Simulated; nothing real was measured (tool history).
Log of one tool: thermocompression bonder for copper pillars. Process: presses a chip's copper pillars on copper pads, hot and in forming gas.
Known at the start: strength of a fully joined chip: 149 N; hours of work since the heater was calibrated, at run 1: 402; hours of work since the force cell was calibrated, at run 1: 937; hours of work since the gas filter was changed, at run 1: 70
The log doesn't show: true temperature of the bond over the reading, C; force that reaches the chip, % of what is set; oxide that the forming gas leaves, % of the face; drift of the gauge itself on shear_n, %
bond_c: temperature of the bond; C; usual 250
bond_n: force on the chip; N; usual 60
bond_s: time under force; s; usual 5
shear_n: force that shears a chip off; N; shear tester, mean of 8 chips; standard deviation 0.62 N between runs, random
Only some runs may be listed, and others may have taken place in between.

| run | hour | bond_c | bond_n | bond_s | hours of work since the heater was calibrated | hours of work since the force cell was calibrated | hours of work since the gas filter was changed | shear_n |
|---|---|---|---|---|---|---|---|---|
| 1 | 0.0 | 250 | 60 | 5 | 402 | 937 | 70 | 89.7 |
| 2 | 23.3 | 267 | 60 | 5 | 420 | 955 | 88 | 106.2 |
| 3 | 46.1 | 250 | 60 | 7 | 438 | 972 | 106 | 97.9 |
| 4 | 83.8 | 250 | 60 | 7 | 467 | 1002 | 135 | 97.7 |
| 5 | 124.6 | 250 | 60 | 7 | 499 | 1033 | 167 | 96.8 |
| 6 | 144.8 | 250 | 60 | 7 | 515 | 1049 | 183 | 95.7 |
| 7 | 167.1 | 250 | 60 | 7 | 532 | 1066 | 200 | 95.8 |
|  | 171.6 | forming gas filter changed |
| 8 | 192.5 | 240 | 60 | 7 | 551 | 1085 | 16 | 88.0 |
| 9 | 211.6 | 250 | 60 | 5 | 566 | 1100 | 31 | 88.0 |
| 10 | 247.7 | 250 | 60 | 5 | 594 | 1128 | 59 | 87.4 |
| 11 | 269.3 | 250 | 60 | 5 | 611 | 1145 | 76 | 87.2 |
| 12 | 295.6 | 240 | 60 | 5 | 631 | 1166 | 96 | 76.3 |
| 13 | 320.4 | 240 | 60 | 5 | 651 | 1185 | 115 | 75.5 |
| 14 | 359.9 | 240 | 60 | 5 | 681 | 1215 | 146 | 75.5 |
|  | 396.8 | heater calibrated with a thermocouple chip |
| 15 | 399.5 | 240 | 60 | 5 | 2 | 1245 | 175 | 83.2 |
|  | 433.0 | forming gas filter changed |
| 16 | 440.0 | 240 | 60 | 5 | 33 | 1276 | 5 | 84.6 |
| 17 | 472.2 | 240 | 60 | 5 | 58 | 1301 | 30 | 84.7 |
| 18 | 492.7 | 250 | 60 | 5 | 74 | 1317 | 46 | 93.3 |
| 19 | 514.7 | 250 | 60 | 5 | 91 | 1334 | 63 | 93.2 |
| 20 | 534.4 | 250 | 60 | 7 | 106 | 1349 | 79 | 102.6 |
| 21 | 559.4 | 250 | 75 | 5 | 126 | 1368 | 98 | 105.8 |
| 22 | 596.2 | 223 | 45 | 5 | 154 | 1397 | 127 | 50.0 |
| 23 | 634.3 | 223 | 45 | 5 | 184 | 1426 | 156 | 49.4 |
| 24 | 671.2 | 223 | 45 | 5 | 213 | 1455 | 185 | 48.8 |
|  | 695.2 | forming gas filter changed |
| 25 | 704.5 | 279 | 41 | 11 | 238 | 1481 | 7 | 118.1 |
| 26 | 732.3 | 246 | 48 | 4 | 260 | 1502 | 29 | 69.4 |
| 27 | 752.7 | 275 | 75 | 11 | 275 | 1518 | 45 | 140.1 |
| 28 | 772.2 | 270 | 45 | 5 | 291 | 1533 | 60 | 92.6 |
| 29 | 797.7 | 243 | 54 | 14 | 310 | 1553 | 80 | 104.6 |
| 30 | 825.5 | 243 | 61 | 4 | 332 | 1574 | 101 | 78.6 |
| 31 | 857.1 | 243 | 61 | 4 | 356 | 1599 | 126 | 77.7 |
|  | 864.9 | force cell calibrated |
| 32 | 876.4 | 259 | 49 | 4 | 370 | 9 | 139 | 85.6 |
| 33 | 910.2 | 263 | 60 | 12 | 396 | 35 | 166 | 127.2 |
| 34 | 931.7 | 263 | 60 | 12 | 413 | 52 | 182 | 126.5 |
|  | 956.5 | forming gas filter changed |
| 35 | 968.7 | 263 | 60 | 12 | 441 | 80 | 9 | 129.8 |
| 36 | 1004.7 | 250 | 44 | 11 | 469 | 108 | 37 | 96.9 |
| 37 | 1047.0 | 250 | 40 | 5 | 502 | 141 | 70 | 70.1 |
| 38 | 1067.7 | 250 | 40 | 9 | 518 | 157 | 86 | 85.3 |
| 39 | 1094.9 | 250 | 40 | 9 | 539 | 178 | 107 | 84.2 |

Per-run results on a tool with no hidden state, each run keeping its own random variation:
| run | shear_n |
|---|---|
| 1 | 98.5 |
| 2 | 114.9 |
| 3 | 107.6 |
| 4 | 108.2 |
| 5 | 108.1 |
| 6 | 107.4 |
| 7 | 107.9 |
| 8 | 98.1 |
| 9 | 98.1 |
| 10 | 98.2 |
| 11 | 98.5 |
| 12 | 88.0 |
| 13 | 87.6 |
| 14 | 88.3 |
| 15 | 88.3 |
| 16 | 88.0 |
| 17 | 88.7 |
| 18 | 97.8 |
| 19 | 98.1 |
| 20 | 107.9 |
| 21 | 111.5 |
| 22 | 54.7 |
| 23 | 54.7 |
| 24 | 54.5 |
| 25 | 123.2 |
| 26 | 75.5 |
| 27 | 143.5 |
| 28 | 99.7 |
| 29 | 112.2 |
| 30 | 86.7 |
| 31 | 86.2 |
| 32 | 89.8 |
| 33 | 132.2 |
| 34 | 131.9 |
| 35 | 132.5 |
| 36 | 101.3 |
| 37 | 74.7 |
| 38 | 90.8 |
| 39 | 90.0 |

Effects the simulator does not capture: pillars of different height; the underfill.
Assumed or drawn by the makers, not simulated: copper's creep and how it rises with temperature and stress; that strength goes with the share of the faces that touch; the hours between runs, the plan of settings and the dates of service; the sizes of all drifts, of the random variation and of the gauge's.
